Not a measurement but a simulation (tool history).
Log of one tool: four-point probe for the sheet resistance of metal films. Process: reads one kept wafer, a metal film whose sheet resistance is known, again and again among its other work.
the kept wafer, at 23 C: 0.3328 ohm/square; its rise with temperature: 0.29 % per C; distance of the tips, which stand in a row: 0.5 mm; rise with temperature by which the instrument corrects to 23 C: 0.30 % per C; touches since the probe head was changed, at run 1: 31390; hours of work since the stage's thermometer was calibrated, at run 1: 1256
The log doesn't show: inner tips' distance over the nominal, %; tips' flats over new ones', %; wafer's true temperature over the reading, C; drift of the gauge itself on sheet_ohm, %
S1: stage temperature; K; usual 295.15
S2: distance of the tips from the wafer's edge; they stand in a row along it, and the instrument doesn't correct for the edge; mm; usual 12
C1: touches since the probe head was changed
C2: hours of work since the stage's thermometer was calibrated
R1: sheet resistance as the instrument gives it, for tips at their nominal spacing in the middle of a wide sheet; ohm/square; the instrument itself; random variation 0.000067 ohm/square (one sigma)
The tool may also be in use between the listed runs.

{"run": 1, "hour": 0.0, "S1": 295.15, "S2": 12, "C1": 31390, "C2": 1256, "R1": 0.335362}
{"run": 2, "hour": 15.0, "S1": 295.15, "S2": 12, "C1": 31951, "C2": 1268, "R1": 0.335304}
{"run": 3, "hour": 35.0, "S1": 305.15, "S2": 12, "C1": 32696, "C2": 1284, "R1": 0.334961}
{"run": 4, "hour": 46.6, "S1": 305.15, "S2": 12, "C1": 33129, "C2": 1293, "R1": 0.334922}
{"run": 5, "hour": 55.5, "S1": 305.15, "S2": 36, "C1": 33459, "C2": 1300, "R1": 0.334628}
{"run": 6, "hour": 75.9, "S1": 305.15, "S2": 36, "C1": 34221, "C2": 1316, "R1": 0.334766}
{"run": 7, "hour": 85.3, "S1": 295.15, "S2": 12, "C1": 34570, "C2": 1323, "R1": 0.335462}
{"run": 8, "hour": 98.9, "S1": 295.15, "S2": 12, "C1": 35079, "C2": 1334, "R1": 0.335334}
{"run": 9, "hour": 115.4, "S1": 295.15, "S2": 12, "C1": 35694, "C2": 1347, "R1": 0.335481}
{"run": 10, "hour": 129.4, "S1": 305.15, "S2": 12, "C1": 36216, "C2": 1358, "R1": 0.335058}
{"run": 11, "hour": 140.1, "S1": 295.15, "S2": 12, "C1": 36616, "C2": 1366, "R1": 0.335518}
{"run": 12, "hour": 156.6, "S1": 295.15, "S2": 12, "C1": 37233, "C2": 1379, "R1": 0.335416}
{"run": 13, "hour": 165.5, "S1": 295.15, "S2": 8, "C1": 37562, "C2": 1386, "R1": 0.335801}
{"run": 14, "hour": 179.4, "S1": 307.15, "S2": 12, "C1": 38083, "C2": 1397, "R1": 0.334819}
{"run": 15, "hour": 199.5, "S1": 300.15, "S2": 12, "C1": 38830, "C2": 1413, "R1": 0.335289}
{"run": 16, "hour": 212.1, "S1": 300.15, "S2": 12, "C1": 39303, "C2": 1422, "R1": 0.335405}
{"run": 17, "hour": 224.1, "S1": 295.15, "S2": 9, "C1": 39750, "C2": 1432, "R1": 0.335766}
{"run": 18, "hour": 238.1, "S1": 295.15, "S2": 9, "C1": 40270, "C2": 1443, "R1": 0.335751}
{"run": 19, "hour": 248.0, "S1": 295.15, "S2": 18, "C1": 40642, "C2": 1451, "R1": 0.335381}
{"run": 20, "hour": 261.2, "S1": 295.15, "S2": 18, "C1": 41132, "C2": 1461, "R1": 0.335389}
{"run": 21, "hour": 276.8, "S1": 295.15, "S2": 10, "C1": 41716, "C2": 1473, "R1": 0.335818}
{"run": 22, "hour": 288.7, "S1": 295.15, "S2": 10, "C1": 42158, "C2": 1482, "R1": 0.335678}
{"run": 23, "hour": 305.9, "S1": 295.15, "S2": 10, "C1": 42800, "C2": 1496, "R1": 0.33581}
{"run": 24, "hour": 323.8, "S1": 294.15, "S2": 6, "C1": 43468, "C2": 1510, "R1": 0.336568}
{"run": 25, "hour": 340.6, "S1": 301.15, "S2": 21, "C1": 44094, "C2": 1523, "R1": 0.335195}
{"run": 26, "hour": 359.8, "S1": 299.15, "S2": 3, "C1": 44812, "C2": 1538, "R1": 0.340108}
{"run": 27, "hour": 377.7, "S1": 299.15, "S2": 3, "C1": 45478, "C2": 1552, "R1": 0.340138}
{"run": 28, "hour": 391.5, "S1": 302.15, "S2": 4, "C1": 45994, "C2": 1563, "R1": 0.337838}
{"run": 29, "hour": 402.0, "S1": 302.15, "S2": 4, "C1": 46387, "C2": 1571, "R1": 0.337906}
{"run": 30, "hour": 417.3, "S1": 302.15, "S2": 4, "C1": 46955, "C2": 1583, "R1": 0.33782}
{"run": 31, "hour": 428.4, "S1": 302.15, "S2": 4, "C1": 47370, "C2": 1592, "R1": 0.337823}
{"run": 32, "hour": 448.7, "S1": 291.15, "S2": 4, "C1": 48126, "C2": 1608, "R1": 0.338318}
{"run": 33, "hour": 460.1, "S1": 291.15, "S2": 4, "C1": 48553, "C2": 1617, "R1": 0.338398}
{"run": 34, "hour": 477.3, "S1": 305.15, "S2": 22, "C1": 49195, "C2": 1630, "R1": 0.335103}
{"run": 35, "hour": 492.4, "S1": 305.15, "S2": 22, "C1": 49756, "C2": 1642, "R1": 0.335186}
{"run": 36, "hour": 504.2, "S1": 305.15, "S2": 22, "C1": 50199, "C2": 1651, "R1": 0.3351}
{"run": 37, "hour": 517.7, "S1": 305.15, "S2": 17, "C1": 50702, "C2": 1662, "R1": 0.335156}
{"run": 38, "hour": 528.3, "S1": 301.15, "S2": 44, "C1": 51096, "C2": 1670, "R1": 0.335284}
{"run": 39, "hour": 545.2, "S1": 301.15, "S2": 44, "C1": 51725, "C2": 1684, "R1": 0.335327}
{"run": 40, "hour": 556.7, "S1": 301.15, "S2": 44, "C1": 52156, "C2": 1693, "R1": 0.335183}
{"run": 41, "hour": 566.1, "S1": 297.15, "S2": 38, "C1": 52507, "C2": 1700, "R1": 0.335478}
{"run": 42, "hour": 576.9, "S1": 297.15, "S2": 38, "C1": 52910, "C2": 1708, "R1": 0.335429}
{"run": 43, "hour": 593.2, "S1": 294.15, "S2": 12, "C1": 53516, "C2": 1721, "R1": 0.335935}
{"run": 44, "hour": 608.7, "S1": 294.15, "S2": 12, "C1": 54093, "C2": 1733, "R1": 0.335929}

5 ways to go on from here, each from the tool as it stands after run 44. What would each give?
{"run": "A", "hour": 623.5, "S1": 305.15, "S2": 40, "C1": 54648, "C2": 1745, "R1": "?"}
{"run": "B", "hour": 623.5, "S1": 305.15, "S2": 25, "C1": 54648, "C2": 1745, "R1": "?"}
{"run": "C", "hour": 623.5, "S1": 294.15, "S2": 13, "C1": 54648, "C2": 1745, "R1": "?"}
{"run": "D", "hour": 623.5, "S1": 298.15, "S2": 34, "C1": 54648, "C2": 1745, "R1": "?"}
{"run": "E", "hour": 623.5, "S1": 300.15, "S2": 12, "C1": 54648, "C2": 1745, "R1": "?"}

run=A R1=0.335156
run=B R1=0.335231
run=C R1=0.335761
run=D R1=0.335502
run=E R1=0.335582
Without the tool's hidden state the same runs would have given:
run=A R1=0.332422
run=B R1=0.332497
run=C R1=0.333040
run=D R1=0.332777
run=E R1=0.332852

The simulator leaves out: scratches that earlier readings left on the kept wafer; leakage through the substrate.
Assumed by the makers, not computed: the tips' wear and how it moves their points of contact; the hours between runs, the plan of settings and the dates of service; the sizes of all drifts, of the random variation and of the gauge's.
